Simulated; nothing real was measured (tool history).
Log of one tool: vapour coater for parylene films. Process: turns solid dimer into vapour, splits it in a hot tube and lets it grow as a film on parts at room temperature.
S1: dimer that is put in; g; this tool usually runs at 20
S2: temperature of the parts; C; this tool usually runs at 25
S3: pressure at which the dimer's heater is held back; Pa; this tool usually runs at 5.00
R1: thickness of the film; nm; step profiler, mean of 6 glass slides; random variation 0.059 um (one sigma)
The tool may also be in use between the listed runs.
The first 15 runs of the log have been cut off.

run,hour,S1,S2,S3,R1
16,329.1,20,25,5.00,9020
17,352.0,20,25,5.00,9050
18,371.2,20,25,5.00,9090
19,387.4,20,25,10.44,8010
20,414.7,20,32,5.00,7750
21,432.7,20,32,5.00,7770
22,456.7,11,28,4.66,4760
23,475.8,11,28,4.66,4720
24,493.8,20,27,7.61,8140
25,513.9,15,26,9.86,5820
26,531.0,20,31,9.04,7060
27,559.4,20,31,9.04,7050
28,580.1,20,31,5.00,7930
29,597.7,9,18,3.62,5070
30,616.4,19,25,5.21,8630
31,637.1,33,17,2.94,19800
# hour 645.3: trap's valve overhauled
32,666.5,9,25,5.00,4170
33,690.9,9,25,5.00,4070
34,719.7,20,26,5.00,8940
35,738.7,20,27,5.00,8630

Alternative continuations, all from the tool just after run 35; predict every row:
A,756.6,20,25,11.78,?
B,756.6,13,25,3.54,?
C,756.6,8,33,7.63,?

run,R1
A,7810
B,6280
C,2810
Had the tool no hidden state, the same runs would have come out as:
run,R1
A,7810
B,6280
C,2810

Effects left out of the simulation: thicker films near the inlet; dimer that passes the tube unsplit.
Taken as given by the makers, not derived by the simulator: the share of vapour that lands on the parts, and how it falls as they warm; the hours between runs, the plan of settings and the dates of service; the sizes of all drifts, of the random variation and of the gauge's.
